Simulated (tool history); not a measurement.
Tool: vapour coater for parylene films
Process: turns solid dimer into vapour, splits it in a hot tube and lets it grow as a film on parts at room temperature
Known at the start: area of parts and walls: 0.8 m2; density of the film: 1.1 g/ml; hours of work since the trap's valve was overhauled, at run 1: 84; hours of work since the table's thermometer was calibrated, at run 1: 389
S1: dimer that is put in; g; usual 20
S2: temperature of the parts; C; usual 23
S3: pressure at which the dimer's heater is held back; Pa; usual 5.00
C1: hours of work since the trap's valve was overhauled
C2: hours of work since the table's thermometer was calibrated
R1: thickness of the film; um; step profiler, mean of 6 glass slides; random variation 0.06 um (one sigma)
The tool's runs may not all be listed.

run	hour	S1	S2	S3	C1	C2	R1
1	0.0	20	23	5.00	84	389	11.79
2	76.8	20	33	5.00	140	445	7.81
3	161.4	20	33	5.00	201	506	7.87
4	209.0	15	33	5.00	236	540	5.87
# hour 227.4: trap's valve overhauled
5	298.2	20	23	5.00	51	602	11.85
6	333.9	20	23	4.09	77	628	11.99
7	402.2	20	23	3.26	126	677	12.51
8	482.2	20	23	3.26	184	735	12.45
9	532.8	20	23	4.37	221	772	11.96
# hour 569.5: trap's valve overhauled
10	622.6	20	23	4.37	38	834	12.02
11	675.4	11	26	6.68	77	872	5.49
12	759.8	11	26	6.68	138	933	5.48
13	795.4	11	23	5.00	163	959	6.44
# hour 822.8: table's thermometer calibrated
14	839.5	17	28	3.49	195	12	8.61

Forecast run 15:
15	879.8	8	18	4.97	224	41	?

{"run 15": {"R1": 5.75}}
Without the tool's hidden state the same run would have given R1 5.77 um.
